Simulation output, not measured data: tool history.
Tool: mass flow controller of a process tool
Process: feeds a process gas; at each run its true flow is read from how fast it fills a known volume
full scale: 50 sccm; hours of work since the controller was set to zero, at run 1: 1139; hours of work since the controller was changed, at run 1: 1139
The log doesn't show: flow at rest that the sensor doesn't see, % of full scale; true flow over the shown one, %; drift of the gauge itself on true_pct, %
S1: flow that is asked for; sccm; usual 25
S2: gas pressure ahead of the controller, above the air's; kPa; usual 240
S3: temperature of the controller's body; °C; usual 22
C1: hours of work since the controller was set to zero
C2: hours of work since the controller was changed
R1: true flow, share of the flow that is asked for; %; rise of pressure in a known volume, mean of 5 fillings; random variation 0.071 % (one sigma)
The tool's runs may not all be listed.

run,hour,S1,S2,S3,C1,C2,R1
1,0.0,25,240,22,1139,1139,98.87
2,138.1,25,140,22,1199,1199,98.62
3,316.1,25,240,22,1277,1277,98.49
4,424.6,25,240,22,1324,1324,98.77
5,567.3,25,240,22,1386,1386,98.54
6,719.2,25,240,22,1452,1452,98.58
7,817.1,25,217,22,1495,1495,98.38
8,951.7,25,217,22,1554,1554,98.45
9,1085.6,25,217,22,1612,1612,98.32
10,1172.6,25,217,22,1650,1650,98.32
11,1352.1,7,240,22,1728,1728,95.70
12,1510.3,7,240,22,1797,1797,95.64
13,1646.0,48,212,37,1857,1857,99.81
14,1753.1,48,212,37,1903,1903,99.73
15,1917.7,11,174,22,1975,1975,96.52
16,2079.1,27,165,22,2045,2045,98.12
17,2268.7,6,164,22,2128,2128,94.14
18,2388.0,25,156,26,2180,2180,98.00

Run 19 comes next. What will it give?
19,2531.3,25,156,26,2243,2243,?

Run 19 gave R1 98.20 %.
Without the tool's hidden state the same run would have given R1 99.77 %.
